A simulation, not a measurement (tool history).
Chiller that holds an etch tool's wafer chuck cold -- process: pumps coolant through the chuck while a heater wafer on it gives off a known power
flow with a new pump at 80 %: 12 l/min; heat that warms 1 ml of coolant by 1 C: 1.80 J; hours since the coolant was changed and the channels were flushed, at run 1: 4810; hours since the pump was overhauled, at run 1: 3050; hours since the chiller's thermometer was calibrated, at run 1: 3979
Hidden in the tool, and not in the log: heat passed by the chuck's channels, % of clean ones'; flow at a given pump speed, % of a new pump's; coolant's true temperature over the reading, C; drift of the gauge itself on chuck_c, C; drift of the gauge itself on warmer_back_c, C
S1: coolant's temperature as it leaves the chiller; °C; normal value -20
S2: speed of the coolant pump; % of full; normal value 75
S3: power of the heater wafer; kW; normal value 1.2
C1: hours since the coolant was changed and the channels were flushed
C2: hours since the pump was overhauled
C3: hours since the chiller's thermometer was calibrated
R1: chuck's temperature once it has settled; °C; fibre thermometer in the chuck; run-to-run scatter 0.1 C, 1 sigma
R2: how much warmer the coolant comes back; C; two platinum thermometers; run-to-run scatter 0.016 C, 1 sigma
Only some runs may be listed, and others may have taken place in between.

run 1 hour=0 | S1=-20 S2=75 S3=1.2 | C1=4810 C2=3050 C3=3979 | R1=-9.7 R2=3.6
run 2 hour=62 | S1=-20 S2=77 S3=1.2 | C1=4872 C2=3112 C3=4041 | R1=-10.1 R2=3.55
run 3 hour=130.3 | S1=-20 S2=77 S3=1.2 | C1=4941 C2=3180 C3=4110 | R1=-10.2 R2=3.52
run 4 hour=210.7 | S1=-20 S2=77 S3=1.2 | C1=5021 C2=3261 C3=4190 | R1=-10.1 R2=3.54
run 5 hour=322.2 | S1=-20 S2=82 S3=1.2 | C1=5133 C2=3372 C3=4302 | R1=-10.4 R2=3.28
run 6 hour=426.5 | S1=-20 S2=75 S3=1.2 | C1=5237 C2=3477 C3=4406 | R1=-9.8 R2=3.68
run 7 hour=516.7 | S1=-20 S2=75 S3=1.2 | C1=5327 C2=3567 C3=4496 | R1=-9.9 R2=3.64
run 8 hour=582.2 | S1=-25 S2=75 S3=1.2 | C1=5393 C2=3632 C3=4562 | R1=-14.7 R2=3.64
run 9 hour=658.2 | S1=-20 S2=75 S3=1.2 | C1=5469 C2=3708 C3=4638 | R1=-9.8 R2=3.61
run 10 hour=773.1 | S1=-20 S2=65 S3=1.2 | C1=5583 C2=3823 C3=4753 | R1=-8.7 R2=4.25
run 11 hour=822.2 | S1=-20 S2=65 S3=1.2 | C1=5633 C2=3872 C3=4802 | R1=-8.7 R2=4.23
run 12 hour=932.5 | S1=-20 S2=75 S3=1.2 | C1=5743 C2=3983 C3=4912 | R1=-9.6 R2=3.65
-- hour=972.9 chiller's thermometer calibrated
run 13 hour=1004.2 | S1=-20 S2=75 S3=1.2 | C1=5814 C2=4053 C3=31 | R1=-9.5 R2=3.64
run 14 hour=1063.8 | S1=-20 S2=75 S3=1.2 | C1=5873 C2=4113 C3=91 | R1=-9.7 R2=3.67
run 15 hour=1176.7 | S1=-20 S2=75 S3=1.2 | C1=5986 C2=4226 C3=204 | R1=-9.5 R2=3.66
run 16 hour=1270.6 | S1=-20 S2=75 S3=1.413 | C1=6080 C2=4320 C3=298 | R1=-7.8 R2=4.32
run 17 hour=1361.9 | S1=-16 S2=75 S3=1.169 | C1=6171 C2=4411 C3=389 | R1=-5.9 R2=3.57
run 18 hour=1432.4 | S1=-16 S2=75 S3=1.169 | C1=6242 C2=4482 C3=459 | R1=-5.8 R2=3.58
run 19 hour=1508.4 | S1=-16 S2=75 S3=1.169 | C1=6318 C2=4558 C3=536 | R1=-5.7 R2=3.56
-- hour=1519.8 chiller's thermometer calibrated, once more
run 20 hour=1602.1 | S1=-16 S2=75 S3=1.169 | C1=6410 C2=4650 C3=82 | R1=-5.9 R2=3.61
run 21 hour=1679.9 | S1=-16 S2=75 S3=1.169 | C1=6488 C2=4728 C3=160 | R1=-5.9 R2=3.58
run 22 hour=1733.7 | S1=-24 S2=84 S3=1.789 | C1=6542 C2=4782 C3=214 | R1=-9.8 R2=4.85
run 23 hour=1838 | S1=-21 S2=64 S3=0.874 | C1=6646 C2=4886 C3=318 | R1=-12.7 R2=3.16
run 24 hour=1899.6 | S1=-25 S2=63 S3=1.2 | C1=6708 C2=4948 C3=380 | R1=-13.3 R2=4.46
run 25 hour=2008.8 | S1=-20 S2=68 S3=1.638 | C1=6817 C2=5057 C3=489 | R1=-5 R2=5.57
run 26 hour=2059.5 | S1=-20 S2=68 S3=1.638 | C1=6868 C2=5108 C3=540 | R1=-4.9 R2=5.59
run 27 hour=2129.5 | S1=-20 S2=68 S3=1.638 | C1=6938 C2=5178 C3=610 | R1=-4.8 R2=5.56
run 28 hour=2228.6 | S1=-20 S2=63 S3=1.2 | C1=7037 C2=5277 C3=709 | R1=-8.3 R2=4.41
run 29 hour=2308.2 | S1=-20 S2=71 S3=1.2 | C1=7117 C2=5356 C3=788 | R1=-9.3 R2=3.9
run 30 hour=2370.1 | S1=-22 S2=71 S3=1.2 | C1=7179 C2=5418 C3=850 | R1=-11.1 R2=3.94
run 31 hour=2420 | S1=-20 S2=71 S3=1.21 | C1=7228 C2=5468 C3=900 | R1=-9.2 R2=3.91

Predict each of these 5 candidate next runs independently; none follows another, all start after run 31:
run A hour=2498.3 | S1=-13 S2=71 S3=0.632 | C1=7307 C2=5546 C3=978 | R1=? R2=?
run B hour=2498.3 | S1=-21 S2=63 S3=1.723 | C1=7307 C2=5546 C3=978 | R1=? R2=?
run C hour=2498.3 | S1=-20 S2=83 S3=1.21 | C1=7307 C2=5546 C3=978 | R1=? R2=?
run D hour=2498.3 | S1=-25 S2=75 S3=0.616 | C1=7307 C2=5546 C3=978 | R1=? R2=?
run E hour=2498.3 | S1=-18 S2=71 S3=1.21 | C1=7307 C2=5546 C3=978 | R1=? R2=?

run=A R1=-7.1 R2=2.08
run=B R1=-4 R2=6.42
run=C R1=-10 R2=3.32
run=D R1=-19.7 R2=1.87
run=E R1=-7.1 R2=3.94
Take away the tool's hidden state, keep each run's random variation, and the runs would have read:
run=A R1=-7.9 R2=2.01
run=B R1=-6.1 R2=6.19
run=C R1=-11.3 R2=3.2
run=D R1=-20.4 R2=1.81
run=E R1=-8.6 R2=3.8
